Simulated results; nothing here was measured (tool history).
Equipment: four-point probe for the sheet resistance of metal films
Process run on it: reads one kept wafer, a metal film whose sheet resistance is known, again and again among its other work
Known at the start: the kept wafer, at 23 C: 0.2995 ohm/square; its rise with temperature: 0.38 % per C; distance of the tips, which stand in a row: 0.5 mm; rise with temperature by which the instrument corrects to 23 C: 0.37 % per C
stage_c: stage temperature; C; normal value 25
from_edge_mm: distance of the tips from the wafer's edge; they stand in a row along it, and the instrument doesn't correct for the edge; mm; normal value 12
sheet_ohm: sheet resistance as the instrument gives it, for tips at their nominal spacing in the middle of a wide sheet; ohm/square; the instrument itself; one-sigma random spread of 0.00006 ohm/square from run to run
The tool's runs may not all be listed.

| run | day | stage_c | from_edge_mm | sheet_ohm |
|---|---|---|---|---|
| 1 | 0 | 25 | 12 | 0.29772 |
| 2 | 2.512 | 25 | 12 | 0.297556 |
| 3 | 5.038 | 25 | 12 | 0.297689 |
| 4 | 7.012 | 25 | 12 | 0.297573 |
| 5 | 10.508 | 25 | 20 | 0.297326 |
| 6 | 13.55 | 25 | 12 | 0.297464 |
| 7 | 16.746 | 25 | 12 | 0.297355 |
| 8 | 19.979 | 25 | 12 | 0.297259 |
| 9 | 21.533 | 25 | 12 | 0.297316 |
| 10 | 24.038 | 25 | 12 | 0.297208 |
| 11 | 26.479 | 25 | 12 | 0.297165 |
| 12 | 29.604 | 25 | 12 | 0.297185 |
|  | 29.762 | stage's thermometer calibrated |
| 13 | 32.946 | 25 | 12 | 0.297258 |
|  | 34.762 | stage's thermometer calibrated, once more |
| 14 | 34.762 | 25 | 12 | 0.296703 |
| 15 | 36.825 | 25 | 12 | 0.2967 |
| 16 | 38.392 | 24 | 5 | 0.298018 |
| 17 | 40.133 | 19 | 64 | 0.296169 |
| 18 | 42.138 | 30 | 47 | 0.296363 |
| 19 | 43.883 | 27 | 7 | 0.297285 |
| 20 | 45.933 | 30 | 14 | 0.296667 |
| 21 | 49.062 | 22 | 12 | 0.296412 |
| 22 | 51.408 | 22 | 12 | 0.296397 |
| 23 | 53.746 | 22 | 30 | 0.295993 |
|  | 55.008 | new probe head fitted |
| 24 | 56.542 | 22 | 30 | 0.299228 |
| 25 | 58.1 | 20 | 7 | 0.299806 |
| 26 | 59.846 | 20 | 7 | 0.299824 |
| 27 | 62.538 | 20 | 7 | 0.299783 |

3 ways to go on from here, each from the tool as it stands after run 27. What would each give?
| A | 64.654 | 23 | 5 | ? |
| B | 64.654 | 29 | 7 | ? |
| C | 64.654 | 23 | 46 | ? |

| run | sheet_ohm |
|---|---|
| A | 0.300724 |
| B | 0.300096 |
| C | 0.299061 |
Take away the tool's hidden state, keep each run's random variation, and the runs would have read:
| run | sheet_ohm |
|---|---|
| A | 0.30115 |
| B | 0.300525 |
| C | 0.299485 |

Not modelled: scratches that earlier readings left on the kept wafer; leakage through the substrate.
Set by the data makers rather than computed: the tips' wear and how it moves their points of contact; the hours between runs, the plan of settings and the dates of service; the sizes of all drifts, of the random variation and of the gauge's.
